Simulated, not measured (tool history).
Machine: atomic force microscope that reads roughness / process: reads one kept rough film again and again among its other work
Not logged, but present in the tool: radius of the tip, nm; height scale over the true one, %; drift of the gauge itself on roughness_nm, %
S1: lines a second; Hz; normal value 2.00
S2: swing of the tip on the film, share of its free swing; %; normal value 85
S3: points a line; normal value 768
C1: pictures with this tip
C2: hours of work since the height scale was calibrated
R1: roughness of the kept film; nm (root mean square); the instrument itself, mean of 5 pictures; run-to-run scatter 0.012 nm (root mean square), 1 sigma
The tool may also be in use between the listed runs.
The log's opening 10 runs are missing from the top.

{"run": 11, "hour": 362.1, "S1": 2.0, "S2": 85, "S3": 768, "C1": 183, "C2": 551, "R1": 2.518}
{"run": 12, "hour": 406.4, "S1": 2.0, "S2": 85, "S3": 768, "C1": 250, "C2": 575, "R1": 2.442}
{"run": 13, "hour": 439.0, "S1": 2.0, "S2": 85, "S3": 768, "C1": 299, "C2": 593, "R1": 2.378}
{"hour": 461.3, "done": "new tip fitted"}
{"run": 14, "hour": 465.2, "S1": 2.0, "S2": 85, "S3": 768, "C1": 6, "C2": 608, "R1": 2.851}
{"run": 15, "hour": 505.4, "S1": 2.0, "S2": 85, "S3": 768, "C1": 67, "C2": 630, "R1": 2.742}
{"run": 16, "hour": 528.9, "S1": 2.0, "S2": 85, "S3": 768, "C1": 103, "C2": 643, "R1": 2.678}
{"run": 17, "hour": 561.5, "S1": 2.0, "S2": 85, "S3": 768, "C1": 152, "C2": 661, "R1": 2.587}
{"run": 18, "hour": 595.5, "S1": 2.0, "S2": 85, "S3": 768, "C1": 203, "C2": 680, "R1": 2.487}
{"run": 19, "hour": 636.4, "S1": 3.27, "S2": 62, "S3": 280, "C1": 265, "C2": 703, "R1": 2.573}
{"run": 20, "hour": 668.3, "S1": 1.01, "S2": 85, "S3": 389, "C1": 314, "C2": 721, "R1": 2.523}
{"hour": 681.1, "done": "new tip fitted"}
{"run": 21, "hour": 714.0, "S1": 2.27, "S2": 65, "S3": 499, "C1": 50, "C2": 746, "R1": 3.101}
{"run": 22, "hour": 750.8, "S1": 0.82, "S2": 80, "S3": 342, "C1": 106, "C2": 767, "R1": 2.987}
{"run": 23, "hour": 772.2, "S1": 2.46, "S2": 63, "S3": 339, "C1": 138, "C2": 779, "R1": 2.888}
{"run": 24, "hour": 812.1, "S1": 2.0, "S2": 85, "S3": 672, "C1": 199, "C2": 801, "R1": 2.534}
{"run": 25, "hour": 844.4, "S1": 1.38, "S2": 64, "S3": 479, "C1": 248, "C2": 819, "R1": 2.8}
{"run": 26, "hour": 887.6, "S1": 2.0, "S2": 85, "S3": 768, "C1": 313, "C2": 843, "R1": 2.351}
{"hour": 901.9, "done": "new tip fitted"}
{"run": 27, "hour": 914.9, "S1": 0.57, "S2": 80, "S3": 573, "C1": 20, "C2": 858, "R1": 3.244}
{"run": 28, "hour": 941.6, "S1": 2.08, "S2": 80, "S3": 790, "C1": 60, "C2": 873, "R1": 2.861}
{"run": 29, "hour": 973.0, "S1": 2.0, "S2": 86, "S3": 768, "C1": 108, "C2": 890, "R1": 2.649}
{"run": 30, "hour": 1014.0, "S1": 2.54, "S2": 85, "S3": 768, "C1": 170, "C2": 913, "R1": 2.462}
{"run": 31, "hour": 1040.7, "S1": 2.54, "S2": 72, "S3": 394, "C1": 210, "C2": 928, "R1": 2.644}
{"run": 32, "hour": 1081.6, "S1": 2.54, "S2": 72, "S3": 394, "C1": 272, "C2": 951, "R1": 2.521}
{"run": 33, "hour": 1105.2, "S1": 1.11, "S2": 61, "S3": 780, "C1": 308, "C2": 964, "R1": 2.778}
{"hour": 1121.9, "done": "new tip fitted"}
{"run": 34, "hour": 1152.4, "S1": 1.11, "S2": 61, "S3": 780, "C1": 47, "C2": 990, "R1": 3.254}
{"run": 35, "hour": 1177.0, "S1": 0.52, "S2": 73, "S3": 768, "C1": 84, "C2": 1004, "R1": 3.167}

Each row is a separate what-if for the run after 35, all from the same tool condition, not one after another. Results?
{"run": "A", "hour": 1222.0, "S1": 0.52, "S2": 70, "S3": 349, "C1": 152, "C2": 1029, "R1": "?"}
{"run": "B", "hour": 1222.0, "S1": 1.8, "S2": 68, "S3": 416, "C1": 152, "C2": 1029, "R1": "?"}
{"run": "C", "hour": 1222.0, "S1": 3.75, "S2": 56, "S3": 659, "C1": 152, "C2": 1029, "R1": "?"}
{"run": "D", "hour": 1222.0, "S1": 1.55, "S2": 61, "S3": 333, "C1": 152, "C2": 1029, "R1": "?"}
{"run": "E", "hour": 1222.0, "S1": 2.2, "S2": 78, "S3": 690, "C1": 152, "C2": 1029, "R1": "?"}

run=A R1=3.006
run=B R1=2.895
run=C R1=2.933
run=D R1=2.981
run=E R1=2.688
Stripped of hidden state, with their random variation kept, the same runs would have yielded:
run=A R1=3.373
run=B R1=3.248
run=C R1=3.290
run=D R1=3.345
run=E R1=3.015

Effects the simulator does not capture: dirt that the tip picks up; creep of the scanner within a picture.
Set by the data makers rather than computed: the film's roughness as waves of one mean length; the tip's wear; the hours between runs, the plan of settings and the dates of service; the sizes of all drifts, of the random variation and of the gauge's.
